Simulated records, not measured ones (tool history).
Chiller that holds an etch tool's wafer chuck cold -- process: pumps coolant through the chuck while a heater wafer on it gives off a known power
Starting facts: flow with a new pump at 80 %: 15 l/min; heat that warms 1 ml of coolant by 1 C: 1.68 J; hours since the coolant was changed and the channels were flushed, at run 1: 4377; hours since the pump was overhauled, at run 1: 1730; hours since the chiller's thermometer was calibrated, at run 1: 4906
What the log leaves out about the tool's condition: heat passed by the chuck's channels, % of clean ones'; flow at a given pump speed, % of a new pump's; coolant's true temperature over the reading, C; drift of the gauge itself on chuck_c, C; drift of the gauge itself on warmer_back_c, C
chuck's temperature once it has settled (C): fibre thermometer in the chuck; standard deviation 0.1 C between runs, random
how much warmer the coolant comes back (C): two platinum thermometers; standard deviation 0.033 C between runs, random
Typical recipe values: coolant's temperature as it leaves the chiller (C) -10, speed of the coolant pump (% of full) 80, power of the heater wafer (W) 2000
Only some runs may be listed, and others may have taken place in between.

run,day,coolant's temperature as it leaves the chiller (C),speed of the coolant pump (% of full),power of the heater wafer (W),hours since the coolant was changed and the channels were flushed,hours since the pump was overhauled,hours since the chiller's thermometer was calibrated,chuck's temperature once it has settled (C),how much warmer the coolant comes back (C)
1,0.000,-10,80,2000,4377,1730,4906,7.5,4.98
2,2.250,-10,80,2000,4431,1784,4960,7.4,5.05
3,3.450,-10,80,2059,4460,1813,4989,7.9,5.12
4,5.621,-10,80,2528,4512,1865,5041,12.1,6.30
5,7.279,-10,80,2528,4551,1905,5081,12.0,6.34
6,8.350,-10,80,2000,4577,1930,5107,7.8,4.95
7,10.700,-9,80,2000,4634,1987,5163,8.6,5.04
8,12.600,-9,80,2000,4679,2032,5208,8.7,4.94
9,14.938,-12,80,2000,4735,2088,5265,5.6,5.01
10,16.721,-9,80,2000,4778,2131,5307,8.6,5.01
11,18.933,-10,80,2000,4831,2184,5360,7.7,5.01
12,20.383,-10,80,2000,4866,2219,5395,7.9,5.05
13,21.371,-3,80,2000,4890,2243,5419,14.9,5.01
# day 22.212: chiller's thermometer calibrated
14,22.783,-14,80,2000,4923,2276,14,3.2,4.96
15,23.808,-10,80,2000,4947,2300,38,7.2,5.06
16,24.796,-10,80,2000,4971,2324,62,7.2,5.05

Run 17 has not been measured yet. What should we expect?
17,26.188,-10,80,2636,5004,2357,95,?,?

chuck's temperature once it has settled (C): 12.6
how much warmer the coolant comes back (C): 6.65
The same run, on a tool lacking any hidden state, would have yielded chuck's temperature once it has settled (C) 10.1, how much warmer the coolant comes back (C) 6.29.
